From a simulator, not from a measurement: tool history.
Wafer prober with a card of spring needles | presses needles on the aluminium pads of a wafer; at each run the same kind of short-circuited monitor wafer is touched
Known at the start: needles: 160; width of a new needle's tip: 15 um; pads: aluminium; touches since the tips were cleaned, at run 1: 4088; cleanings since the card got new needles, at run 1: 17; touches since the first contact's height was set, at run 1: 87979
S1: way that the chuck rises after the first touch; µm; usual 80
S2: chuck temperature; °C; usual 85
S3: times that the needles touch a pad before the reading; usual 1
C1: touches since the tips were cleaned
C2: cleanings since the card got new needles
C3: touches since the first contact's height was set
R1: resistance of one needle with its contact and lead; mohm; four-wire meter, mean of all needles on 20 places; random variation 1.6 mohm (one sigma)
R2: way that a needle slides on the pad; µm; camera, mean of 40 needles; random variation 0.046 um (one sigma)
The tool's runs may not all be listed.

{"run": 1, "hour": 0.0, "S1": 80, "S2": 85, "S3": 1, "C1": 4088, "C2": 17, "C3": 87979, "R1": 169, "R2": 12.93}
{"hour": 0.8, "done": "tips cleaned on abrasive film"}
{"run": 2, "hour": 9.1, "S1": 80, "S2": 85, "S3": 1, "C1": 2128, "C2": 18, "C3": 90291, "R1": 168, "R2": 12.86}
{"hour": 18.1, "done": "tips cleaned on abrasive film"}
{"run": 3, "hour": 18.7, "S1": 80, "S2": 85, "S3": 1, "C1": 166, "C2": 19, "C3": 92710, "R1": 152, "R2": 12.87}
{"run": 4, "hour": 28.0, "S1": 80, "S2": 55, "S3": 1, "C1": 2537, "C2": 19, "C3": 95081, "R1": 161, "R2": 12.91}
{"hour": 35.3, "done": "tips cleaned on abrasive film"}
{"run": 5, "hour": 36.9, "S1": 62, "S2": 85, "S3": 1, "C1": 420, "C2": 20, "C3": 97335, "R1": 162, "R2": 9.89}
{"run": 6, "hour": 45.1, "S1": 80, "S2": 85, "S3": 1, "C1": 2529, "C2": 20, "C3": 99444, "R1": 167, "R2": 12.84}
{"hour": 51.9, "done": "tips cleaned on abrasive film"}
{"run": 7, "hour": 53.0, "S1": 80, "S2": 85, "S3": 1, "C1": 282, "C2": 21, "C3": 101419, "R1": 154, "R2": 12.8}
{"run": 8, "hour": 57.4, "S1": 80, "S2": 85, "S3": 1, "C1": 1422, "C2": 21, "C3": 102559, "R1": 165, "R2": 12.8}
{"run": 9, "hour": 65.5, "S1": 80, "S2": 85, "S3": 1, "C1": 3475, "C2": 21, "C3": 104612, "R1": 170, "R2": 12.77}
{"hour": 68.3, "done": "tips cleaned on abrasive film"}
{"run": 10, "hour": 75.2, "S1": 80, "S2": 85, "S3": 1, "C1": 1751, "C2": 22, "C3": 107068, "R1": 162, "R2": 12.75}
{"run": 11, "hour": 80.5, "S1": 80, "S2": 85, "S3": 1, "C1": 3120, "C2": 22, "C3": 108437, "R1": 168, "R2": 12.86}
{"hour": 85.2, "done": "tips cleaned on abrasive film"}
{"run": 12, "hour": 89.7, "S1": 80, "S2": 88, "S3": 1, "C1": 1157, "C2": 23, "C3": 110754, "R1": 163, "R2": 12.66}
{"run": 13, "hour": 98.8, "S1": 80, "S2": 88, "S3": 1, "C1": 3495, "C2": 23, "C3": 113092, "R1": 169, "R2": 12.76}
{"hour": 102.3, "done": "tips cleaned on abrasive film"}
{"hour": 104.1, "done": "height of the first contact set anew"}
{"run": 14, "hour": 109.1, "S1": 64, "S2": 85, "S3": 2, "C1": 1665, "C2": 24, "C3": 1267, "R1": 164, "R2": 10.47}
{"run": 15, "hour": 114.2, "S1": 87, "S2": 39, "S3": 2, "C1": 2981, "C2": 24, "C3": 2583, "R1": 152, "R2": 14.26}
{"hour": 119.5, "done": "tips cleaned on abrasive film"}
{"run": 16, "hour": 123.1, "S1": 82, "S2": 53, "S3": 1, "C1": 923, "C2": 25, "C3": 4828, "R1": 152, "R2": 13.45}
{"run": 17, "hour": 128.6, "S1": 99, "S2": 27, "S3": 2, "C1": 2330, "C2": 25, "C3": 6235, "R1": 145, "R2": 16.27}
{"run": 18, "hour": 132.9, "S1": 99, "S2": 27, "S3": 2, "C1": 3436, "C2": 25, "C3": 7341, "R1": 146, "R2": 16.29}
{"hour": 136.1, "done": "tips cleaned on abrasive film"}
{"run": 19, "hour": 141.2, "S1": 68, "S2": 85, "S3": 1, "C1": 1327, "C2": 26, "C3": 9438, "R1": 167, "R2": 11.12}
{"run": 20, "hour": 151.4, "S1": 95, "S2": 85, "S3": 1, "C1": 3921, "C2": 26, "C3": 12032, "R1": 163, "R2": 15.62}
{"hour": 152.9, "done": "tips cleaned on abrasive film"}
{"run": 21, "hour": 159.1, "S1": 61, "S2": 114, "S3": 2, "C1": 1583, "C2": 27, "C3": 13972, "R1": 173, "R2": 9.97}

Some steps in R1 between neighbouring runs. How much of each would the tool show without its hidden state too (settings, what came in, random variation), and how much is left for the hidden state, with any gauge scatter that isn't in both results?
The hidden state here: debris on the tips, nm; way that the needles fall short of the set height, um; tips' diameter, um; drift of the gauge itself on contact_mohm, %; drift of the gauge itself on scrub_um, %.
Run 2 -> 3: tips cleaned on abrasive film. R1 -16 mohm: hidden state -12, all else -4.
Run 3 -> 4: S2 85 -> 55. R1 +9 mohm: hidden state +13, all else -4.
Run 18 -> 19: S1 99 -> 68, S2 27 -> 85, S3 2 -> 1, tips cleaned on abrasive film. R1 +21 mohm: hidden state +5, all else +16.
